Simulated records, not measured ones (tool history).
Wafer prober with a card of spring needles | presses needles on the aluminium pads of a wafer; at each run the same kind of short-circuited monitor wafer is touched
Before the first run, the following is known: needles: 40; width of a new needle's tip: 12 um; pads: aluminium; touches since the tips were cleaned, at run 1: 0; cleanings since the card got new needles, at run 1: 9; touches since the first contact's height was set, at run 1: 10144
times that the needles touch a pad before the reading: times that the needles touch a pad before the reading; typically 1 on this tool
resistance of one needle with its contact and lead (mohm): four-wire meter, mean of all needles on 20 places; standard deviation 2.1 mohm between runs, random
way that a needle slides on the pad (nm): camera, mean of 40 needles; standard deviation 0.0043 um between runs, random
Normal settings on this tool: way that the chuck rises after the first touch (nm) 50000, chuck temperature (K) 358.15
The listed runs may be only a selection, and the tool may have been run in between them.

run	hour	way that the chuck rises after the first touch (nm)	chuck temperature (K)	times that the needles touch a pad before the reading	touches since the tips were cleaned	cleanings since the card got new needles	touches since the first contact's height was set	resistance of one needle with its contact and lead (mohm)	way that a needle slides on the pad (nm)
1	0.0	50000	358.15	1	0	9	10144	240	6229
2	13.4	59000	358.15	1	3667	9	13811	238	7351
3	25.3	59000	358.15	1	6900	9	17044	238	7353
# hour 31.4: tips cleaned on abrasive film
4	33.1	50000	358.15	1	462	10	19134	236	6225
5	49.1	50000	336.15	1	4829	10	23501	235	6226
# hour 61.6: tips cleaned on abrasive film
6	64.4	50000	336.15	1	766	11	27652	231	6233
7	77.2	50000	336.15	1	4246	11	31132	233	6221
8	87.7	50000	336.15	1	7123	11	34009	235	6230
# hour 92.9: tips cleaned on abrasive film
9	95.3	50000	315.15	1	654	12	36046	228	6228
10	106.3	50000	315.15	1	3668	12	39060	227	6233
11	121.8	50000	358.15	1	7876	12	43268	237	6229
# hour 123.9: tips cleaned on abrasive film
12	137.5	50000	358.15	1	3718	13	47533	239	6223
13	150.9	50000	358.15	1	7360	13	51175	235	6228
# hour 154.5: tips cleaned on abrasive film
14	159.7	50000	358.15	1	1401	14	53546	237	6223
15	170.9	50000	358.15	1	4460	14	56605	235	6227
# hour 185.4: tips cleaned on abrasive film
16	186.0	50000	358.15	1	163	15	60689	238	6222
17	192.6	50000	358.15	1	1964	15	62490	239	6220
18	199.6	50000	300.15	1	3872	15	64398	224	6224
19	213.4	50000	300.15	1	7634	15	68160	226	6232
# hour 215.5: tips cleaned on abrasive film
20	220.0	50000	300.15	1	1209	16	69931	221	6229
21	230.0	35000	298.15	2	3951	16	72673	228	4358
22	237.3	33000	358.15	2	5926	16	74648	245	4108
# hour 246.1: tips cleaned on abrasive film
23	252.0	34000	310.15	3	1629	17	78648	230	4236
# hour 256.9: height of the first contact set anew
24	258.8	53000	323.15	3	3403	17	517	233	6609
25	267.8	48000	374.15	2	5840	17	2954	243	5980
# hour 277.0: tips cleaned on abrasive film
26	281.9	35000	393.15	2	1344	18	6785	252	4358
27	288.6	32000	393.15	2	3162	18	8603	251	3986
28	297.5	32000	393.15	2	5591	18	11032	254	3984
# hour 308.1: tips cleaned on abrasive film
29	308.3	39000	321.15	1	73	19	13964	235	4854
30	323.6	50000	376.15	1	4229	19	18120	247	6223
31	335.5	57000	393.15	2	7482	19	21373	245	7106
# hour 339.0: tips cleaned on abrasive film
32	349.9	57000	319.15	3	2993	20	25278	228	7101
33	361.6	59000	315.15	3	6180	20	28465	223	7344
# hour 369.5: tips cleaned on abrasive film
34	373.6	33000	325.15	1	1108	21	31702	232	4115

Consider 5 possible next runs. They are alternatives, not a sequence: every one starts from the tool as it was left by run 34. What does each give?
A	385.1	50000	358.15	3	4249	21	34843	?	?
B	385.1	43000	358.15	2	4249	21	34843	?	?
C	385.1	33000	358.15	1	4249	21	34843	?	?
D	385.1	56000	325.15	1	4249	21	34843	?	?
E	385.1	33000	325.15	2	4249	21	34843	?	?

run	resistance of one needle with its contact and lead (mohm)	way that a needle slides on the pad (nm)
A	240	6233
B	243	5353
C	240	4108
D	236	6971
E	232	4101
Stripped of hidden state, with their random variation kept, the same runs would have yielded:
run	resistance of one needle with its contact and lead (mohm)	way that a needle slides on the pad (nm)
A	239	6234
B	242	5354
C	239	4108
D	235	6972
E	232	4102
